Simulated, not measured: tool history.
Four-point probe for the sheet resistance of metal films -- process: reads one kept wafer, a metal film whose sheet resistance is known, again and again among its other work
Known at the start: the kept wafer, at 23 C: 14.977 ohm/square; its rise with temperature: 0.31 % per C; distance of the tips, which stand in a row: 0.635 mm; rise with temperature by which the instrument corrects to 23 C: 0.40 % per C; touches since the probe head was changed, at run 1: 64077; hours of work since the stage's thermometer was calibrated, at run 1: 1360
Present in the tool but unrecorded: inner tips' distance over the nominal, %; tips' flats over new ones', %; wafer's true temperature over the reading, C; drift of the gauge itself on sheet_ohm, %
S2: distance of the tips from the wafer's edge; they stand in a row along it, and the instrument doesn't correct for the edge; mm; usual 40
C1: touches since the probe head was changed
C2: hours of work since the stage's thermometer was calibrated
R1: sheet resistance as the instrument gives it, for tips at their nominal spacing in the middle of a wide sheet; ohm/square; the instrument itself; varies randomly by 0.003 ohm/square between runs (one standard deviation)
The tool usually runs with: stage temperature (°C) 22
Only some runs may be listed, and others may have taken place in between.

Run 1, hour 0.0: usual settings; C1 64077; C2 1360. Result: R1 15.102411 ohm/square.
Run 2, hour 110.0: usual settings but S2 42 mm; C1 70493; C2 1435. Result: R1 15.107234 ohm/square.
Run 3, hour 228.9: usual settings but stage temperature (°C) 24, S2 42 mm; C1 77421; C2 1517. Result: R1 15.085064 ohm/square.
Run 4, hour 292.7: usual settings but stage temperature (°C) 24, S2 42 mm; C1 81143; C2 1561. Result: R1 15.085660 ohm/square.
Run 5, hour 414.6: usual settings but S2 28 mm; C1 88251; C2 1645. Result: R1 15.117144 ohm/square.
Run 6, hour 489.8: usual settings but stage temperature (°C) 23, S2 28 mm; C1 92631; C2 1697. Result: R1 15.111749 ohm/square.
At hour 500.7: stage's thermometer calibrated.
Run 7, hour 582.9: usual settings but S2 13 mm; C1 98032; C2 57. Result: R1 15.159895 ohm/square.
Run 8, hour 633.8: usual settings but stage temperature (°C) 29, S2 20 mm; C1 100998; C2 92. Result: R1 15.060144 ohm/square.
Run 9, hour 716.8: usual settings but stage temperature (°C) 31, S2 11 mm; C1 105839; C2 149. Result: R1 15.047142 ohm/square.
At hour 771.5: stage's thermometer calibrated, once more.
Run 10, hour 785.7: usual settings but stage temperature (°C) 30, S2 24 mm; C1 109826; C2 10. Result: R1 15.013649 ohm/square.
Run 11, hour 902.1: usual settings but stage temperature (°C) 21, S2 60 mm; C1 116611; C2 90. Result: R1 15.125295 ohm/square.
Run 12, hour 961.4: usual settings but stage temperature (°C) 24, S2 3 mm; C1 120070; C2 131. Result: R1 15.441965 ohm/square.

What if the next run were any one of these 4? Each begins from the tool's condition after run 12:
Run A, hour 1022.4: usual settings but stage temperature (°C) 24, S2 30 mm; C1 123622; C2 173. Result: R1 ?.
Run B, hour 1022.4: usual settings but stage temperature (°C) 28, S2 12 mm; C1 123622; C2 173. Result: R1 ?.
Run C, hour 1022.4: usual settings but stage temperature (°C) 19, S2 54 mm; C1 123622; C2 173. Result: R1 ?.
Run D, hour 1022.4: usual settings but stage temperature (°C) 27, S2 3 mm; C1 123622; C2 173. Result: R1 ?.

run         R1
  A  15.099927
  B  15.064145
  C  15.152261
  D  15.408964
Without the tool's unlogged condition, the same runs would have read:
run         R1
  A  14.973382
  B  14.937933
  C  15.025249
  D  15.280082

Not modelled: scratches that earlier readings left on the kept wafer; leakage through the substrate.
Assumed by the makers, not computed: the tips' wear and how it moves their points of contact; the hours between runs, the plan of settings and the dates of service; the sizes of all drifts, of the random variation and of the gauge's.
